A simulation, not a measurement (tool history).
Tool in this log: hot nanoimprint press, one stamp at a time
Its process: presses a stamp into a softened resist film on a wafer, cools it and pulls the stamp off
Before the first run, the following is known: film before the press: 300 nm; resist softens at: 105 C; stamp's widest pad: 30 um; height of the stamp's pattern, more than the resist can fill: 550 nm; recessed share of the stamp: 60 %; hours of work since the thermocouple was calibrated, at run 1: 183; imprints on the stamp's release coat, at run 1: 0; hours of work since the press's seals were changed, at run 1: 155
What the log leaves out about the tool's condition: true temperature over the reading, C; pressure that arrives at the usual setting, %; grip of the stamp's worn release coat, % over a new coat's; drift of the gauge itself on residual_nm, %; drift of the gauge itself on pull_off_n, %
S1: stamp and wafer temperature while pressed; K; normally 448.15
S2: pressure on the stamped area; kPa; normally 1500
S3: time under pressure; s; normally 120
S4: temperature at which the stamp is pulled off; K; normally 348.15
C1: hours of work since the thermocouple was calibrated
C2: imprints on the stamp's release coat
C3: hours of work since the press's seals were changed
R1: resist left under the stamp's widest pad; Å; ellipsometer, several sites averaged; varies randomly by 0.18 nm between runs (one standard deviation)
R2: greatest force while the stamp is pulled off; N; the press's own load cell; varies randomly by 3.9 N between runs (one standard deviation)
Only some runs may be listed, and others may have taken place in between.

run    hour      S1    S2   S3      S4   C1    C2   C3    R1   R2
  1     0.0  448.15  1500  120  348.15  183     0  155  1671  177
  2    65.4  448.15  1500  120  348.15  230   283  202  1674  186
  3   164.7  448.15  1500  120  348.15  302   713  274  1670  187
      224.8  -- plate thermocouple calibrated
  4   234.5  448.15  1500  120  348.15    7  1002  323  1667  184
  5   287.8  441.15  1500  120  348.15   46  1233  362  1985  186
  6   337.5  448.15  1500  120  348.15   82  1448  398  1669  190
  7   385.7  448.15  1500  120  348.15  117  1657  433  1665  184
  8   436.3  448.15  1420  120  348.15  154  1877  469  1702  188
  9   518.5  448.15  1500  120  348.15  213  2232  529  1665  192
      573.2  -- stamp cleaned and given a new release coat
 10   621.5  448.15  1500  120  345.15  284   210  599  1661  194
 11   689.3  448.15  1500  120  345.15  333   503  649  1660  190
      704.8  -- plate thermocouple calibrated
 12   745.7  448.15  1500  120  353.15   30   735  687  1660  183
 13   823.7  448.15  1760  120  353.15   86  1072  744  1549  176
 14   868.9  448.15  1760  120  353.15  119  1268  777  1549  179
      887.9  -- press's hydraulic seals changed and the load cell set to zero
 15   958.0  448.15  1500  120  348.15  178  1620   51  1655  189
 16  1021.1  448.15  1260  120  348.15  224  1893   97  1774  186
 17  1090.1  448.15  1260  227  348.15  274  2191  147  1432  191
     1146.9  -- stamp cleaned and given a new release coat
 18  1176.4  448.15  1520  120  340.15  332   127  205  1640  196
     1191.9  -- plate thermocouple calibrated
 19  1249.1  444.15  1520  120  347.15   42   429  256  1814  191
 20  1327.2  455.15  1490  120  347.15   98   767  312  1369  178
 21  1404.2  448.15  1500  157  355.15  154  1101  368  1505  175
 22  1447.1  448.15  1500  149  344.15  185  1287  399  1531  193
 23  1544.8  444.15  1500   98  334.15  256  1710  470  1926  212
     1606.0  -- gauge calibrated
 24  1624.7  444.15  1500  114  342.15  314  2056  528  1882  200
     1664.3  -- plate thermocouple calibrated
     1715.6  -- stamp cleaned and given a new release coat
 25  1723.7  444.15  1500  114  342.15   39    35  593  1878  195
 26  1803.5  441.15  1500   69  342.15   97   380  651  2273  192
 27  1847.2  454.15  1590   64  354.15  128   570  683  1716  179
 28  1888.9  440.15  1560  120  348.15  159   750  713  2010  180
 29  1948.7  440.15  1560  120  348.15  202  1009  757  2010  189

Forecast each of these 4 alternatives for the next run:
     1992.2  -- press's hydraulic seals changed and the load cell set to zero
  A  2044.9  440.15  1760  120  348.15  266  1391  38   ?   ?
     1992.2  -- press's hydraulic seals changed and the load cell set to zero
  B  2044.9  448.15  1560  227  356.15  266  1391  38   ?   ?
     1992.2  -- press's hydraulic seals changed and the load cell set to zero
  C  2044.9  448.15  1590   79  352.15  266  1391  38   ?   ?
     1992.2  -- press's hydraulic seals changed and the load cell set to zero
  D  2044.9  440.15  1560  115  348.15  266  1391  38   ?   ?

run    R1   R2
  A  1924  185
  B  1307  173
  C  1851  173
  D  2026  186
With the hidden condition removed and each run's random variation left untouched, the same runs would have given:
run    R1   R2
  A  1935  184
  B  1314  172
  C  1861  172
  D  2037  185
